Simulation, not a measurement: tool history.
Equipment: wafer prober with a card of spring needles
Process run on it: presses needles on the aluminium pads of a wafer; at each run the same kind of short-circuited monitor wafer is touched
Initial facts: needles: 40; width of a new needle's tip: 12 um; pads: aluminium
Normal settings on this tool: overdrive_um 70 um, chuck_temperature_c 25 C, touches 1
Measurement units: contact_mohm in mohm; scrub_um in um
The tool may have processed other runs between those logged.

run	hour	overdrive_um	chuck_temperature_c	touches	contact_mohm	scrub_um
1	0	70	25	1	176	18.2
# hour 4: tips cleaned on abrasive film
2	4	70	25	1	169	18.22
# hour 9.1: tips cleaned on abrasive film
3	9.5	70	25	1	172	18.17
# hour 14.3: tips cleaned on abrasive film
4	17	73	25	1	182	19.16
# hour 19.5: tips cleaned on abrasive film
5	22.5	70	25	2	179	18.1
# hour 24.7: tips cleaned on abrasive film
6	28.5	70	25	2	181	18.51
# hour 30.2: tips cleaned on abrasive film
7	34.3	70	25	2	185	18.2
# hour 35: tips cleaned on abrasive film
# hour 40: tips cleaned on abrasive film
8	41.1	70	25	2	172	18.2
# hour 45.4: tips cleaned on abrasive film
9	48.6	70	25	2	181	18.14
# hour 50.5: tips cleaned on abrasive film
# hour 55.5: tips cleaned on abrasive film
10	55.6	70	25	2	169	17.99
# hour 60.4: tips cleaned on abrasive film
11	61.5	70	25	2	174	18.18
# hour 65.5: tips cleaned on abrasive film
12	65.5	70	25	2	170	18.23
# hour 70.7: tips cleaned on abrasive film
13	71.6	70	25	2	172	18.12
# hour 75.5: tips cleaned on abrasive film
14	76.6	70	25	2	172	18.08
# hour 80.4: tips cleaned on abrasive film
15	84.6	70	25	2	187	18.04
# hour 85.4: tips cleaned on abrasive film
# hour 90.6: tips cleaned on abrasive film
16	91.2	70	25	2	171	18.02
17	95.1	56	25	3	185	14.17
# hour 95.8: tips cleaned on abrasive film
18	100.1	62	25	3	180	15.79
# hour 101: tips cleaned on abrasive film
19	104.8	62	25	3	182	15.84
# hour 105.9: tips cleaned on abrasive film
# hour 110.7: tips cleaned on abrasive film
20	112.1	57	25	3	172	14.42
# hour 116: tips cleaned on abrasive film
21	119.8	57	25	3	185	14.34
# hour 121: tips cleaned on abrasive film
# hour 126.1: tips cleaned on abrasive film
22	126.1	70	105	1	188	17.91
# hour 131.2: tips cleaned on abrasive film
23	132	70	58	1	184	17.9
# hour 136.3: tips cleaned on abrasive film
24	138.5	70	35	3	178	17.86
# hour 141.8: tips cleaned on abrasive film
25	143.1	54	35	3	180	13.49
# hour 146.8: tips cleaned on abrasive film
26	150.7	80	37	3	175	20.66
# hour 151.8: tips cleaned on abrasive film
# hour 156.8: tips cleaned on abrasive film
27	157.5	70	25	2	172	17.87
# hour 161.8: tips cleaned on abrasive film
28	162.5	70	25	2	171	17.72
# hour 167.1: tips cleaned on abrasive film
29	170.3	70	78	3	186	17.74
# hour 172.6: tips cleaned on abrasive film
30	175.8	70	26	3	175	17.82
# hour 177.9: tips cleaned on abrasive film
# hour 182.8: tips cleaned on abrasive film
31	183.4	70	26	2	174	17.51
# hour 187.7: tips cleaned on abrasive film
32	190.3	69	32	1	186	17.37

Some steps in contact_mohm, run to run, broken into two amounts with sign: the step expected even without the hidden condition (settings, incoming material, random variation), and the rest, left for the hidden condition together with whatever gauge scatter is not in both the measured and the hidden-condition-free result:
What the log doesn't record here: debris on the tips, nm; way that the needles fall short of the set height, um; tips' diameter, um; drift of the gauge itself on contact_mohm, %; drift of the gauge itself on scrub_um, %.
Run 14 -> 15: tips cleaned on abrasive film. contact_mohm +15 mohm: hidden state +12, all else +3.
Run 15 -> 16: tips cleaned on abrasive film, tips cleaned on abrasive film. contact_mohm -16 mohm: hidden state -13, all else -3.
Run 28 -> 29: chuck_temperature_c 25 -> 78, touches 2 -> 3, tips cleaned on abrasive film. contact_mohm +15 mohm: hidden state +4, all else +11.
Run 31 -> 32: overdrive_um 70 -> 69, chuck_temperature_c 26 -> 32, touches 2 -> 1, tips cleaned on abrasive film. contact_mohm +12 mohm: hidden state +14, all else -2.

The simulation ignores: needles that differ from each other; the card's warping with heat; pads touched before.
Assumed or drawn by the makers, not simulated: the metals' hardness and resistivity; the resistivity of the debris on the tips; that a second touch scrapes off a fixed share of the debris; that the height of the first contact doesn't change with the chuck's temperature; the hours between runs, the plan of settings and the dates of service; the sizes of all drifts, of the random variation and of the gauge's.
